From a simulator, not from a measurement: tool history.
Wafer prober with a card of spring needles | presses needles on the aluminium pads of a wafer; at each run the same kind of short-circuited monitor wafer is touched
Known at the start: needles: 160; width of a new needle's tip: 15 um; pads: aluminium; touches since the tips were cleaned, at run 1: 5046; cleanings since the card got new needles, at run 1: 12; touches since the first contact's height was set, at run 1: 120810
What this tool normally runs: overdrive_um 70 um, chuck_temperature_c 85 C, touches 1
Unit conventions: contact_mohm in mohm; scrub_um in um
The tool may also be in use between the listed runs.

run	day	overdrive_um	chuck_temperature_c	touches	touches since the tips were cleaned	cleanings since the card got new needles	touches since the first contact's height was set	contact_mohm	scrub_um
1	0.000	70	85	1	5046	12	120810	725	10.12
# day 0.408: tips cleaned on abrasive film
2	0.462	70	85	2	401	13	124295	389	10.12
3	0.908	70	85	2	3797	13	127691	537	10.14
4	1.429	63	85	1	7746	13	131640	831	9.11
# day 1.471: tips cleaned on abrasive film
5	1.704	70	85	1	1778	14	133733	616	10.15
6	1.929	70	85	1	3473	14	135428	702	10.12
7	2.250	70	85	1	5930	14	137885	734	10.12
# day 2.567: tips cleaned on abrasive film
8	2.721	70	85	1	1170	15	141411	554	10.13
9	2.950	70	85	1	2917	15	143158	692	10.12
10	3.454	70	85	1	6778	15	147019	734	10.12
# day 3.633: tips cleaned on abrasive film
11	3.933	70	85	1	2278	16	150621	641	10.12
12	4.283	59	35	2	4944	16	153287	662	8.52
# day 4.708: tips cleaned on abrasive film
13	4.796	57	97	1	683	17	157160	567	8.20
14	5.129	86	54	2	3226	17	159703	451	12.43

Measured result minus the same run's result without the hidden state. Both carry the same run-to-run variation, though not necessarily the same gauge scatter:
Hidden state at play: debris on the tips, nm; way that the needles fall short of the set height, um; tips' diameter, um; drift of the gauge itself on contact_mohm, %; drift of the gauge itself on scrub_um, %.
run	contact_mohm	scrub_um
1	+423	-0.08
2	+84	-0.09
3	+236	-0.08
4	+521	-0.08
5	+310	-0.09
6	+394	-0.09
7	+426	-0.09
8	+249	-0.09
9	+384	-0.10
10	+428	-0.10
11	+333	-0.10
12	+370	-0.10
13	+253	-0.11
14	+165	-0.12

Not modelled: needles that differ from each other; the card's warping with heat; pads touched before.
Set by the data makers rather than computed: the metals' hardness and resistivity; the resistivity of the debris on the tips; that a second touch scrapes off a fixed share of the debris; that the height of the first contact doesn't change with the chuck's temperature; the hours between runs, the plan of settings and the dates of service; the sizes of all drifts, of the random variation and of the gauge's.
